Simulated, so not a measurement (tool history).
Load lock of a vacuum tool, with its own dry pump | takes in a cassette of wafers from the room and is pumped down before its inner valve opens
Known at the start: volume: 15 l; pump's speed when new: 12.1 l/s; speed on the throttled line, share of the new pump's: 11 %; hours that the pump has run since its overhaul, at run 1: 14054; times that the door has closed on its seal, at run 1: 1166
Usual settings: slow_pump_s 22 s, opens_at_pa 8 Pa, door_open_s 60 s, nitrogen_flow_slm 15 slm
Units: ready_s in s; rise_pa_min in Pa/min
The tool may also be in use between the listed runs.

run,hour,slow_pump_s,opens_at_pa,door_open_s,nitrogen_flow_slm,hours that the pump has run since its overhaul,times that the door has closed on its seal,"incoming humidity of the room's air, %",ready_s,rise_pa_min
1,0,22,8,60,15,14054,1166,44.8,32.9,0.041
2,78.7,22,8,60,15,14133,1379,43.1,33.1,0.042
3,153.6,22,8,60,15,14208,1581,45,33.1,0.054
4,215.6,22,8,60,15,14270,1749,43.2,33.1,0.047
5,299.3,22,8,60,19,14353,1975,45.6,33.2,0.048
6,350.8,22,8,60,19,14405,2114,44.7,32.9,0.048
7,436.3,22,8,60,6,14490,2345,44,33.1,0.059
8,501.9,22,8,60,6,14556,2522,47.5,33.1,0.059
9,550.9,22,8,60,6,14605,2655,46.4,33.3,0.059
10,654.4,22,8,60,6,14709,2934,43,33.2,0.059
11,735.1,38,8,92,6,14789,3152,40.4,47.4,0.068
12,782.9,43,8,60,4,14837,3282,45.4,51.3,0.067
13,829,43,9,186,4,14883,3406,45.7,51,0.114
14,883.9,23,8,186,4,14938,3554,48.9,34.1,0.117
15,981.3,37,9,82,8,15035,3818,46.9,45.8,0.078
16,1064.8,37,9,82,8,15119,4043,46.8,46.1,0.08
17,1121.3,12,8,104,15,15175,4196,45.9,24.4,0.07
18,1195.2,22,8,60,5,15249,4395,45.2,33.3,0.07
19,1292.4,15,14,228,8,15347,4658,45.1,26.4,0.12

Hidden state or all else? Some run-to-run changes of ready_s, split into what the settings, what came in and random variation would give without the hidden state, and what is left for the hidden state (with any gauge scatter that isn't in both results):
The hidden state here: pump's speed, % of a new pump's; leak at the door's seal, Pa l/s; drift of the gauge itself on ready_s, %; drift of the gauge itself on rise_pa_min, %.
Run 16 -> 17: slow_pump_s 37 -> 12, opens_at_pa 9 -> 8, door_open_s 82 -> 104, nitrogen_flow_slm 8 -> 15. ready_s -21.7 s: hidden state +0.5, all else -22.2.
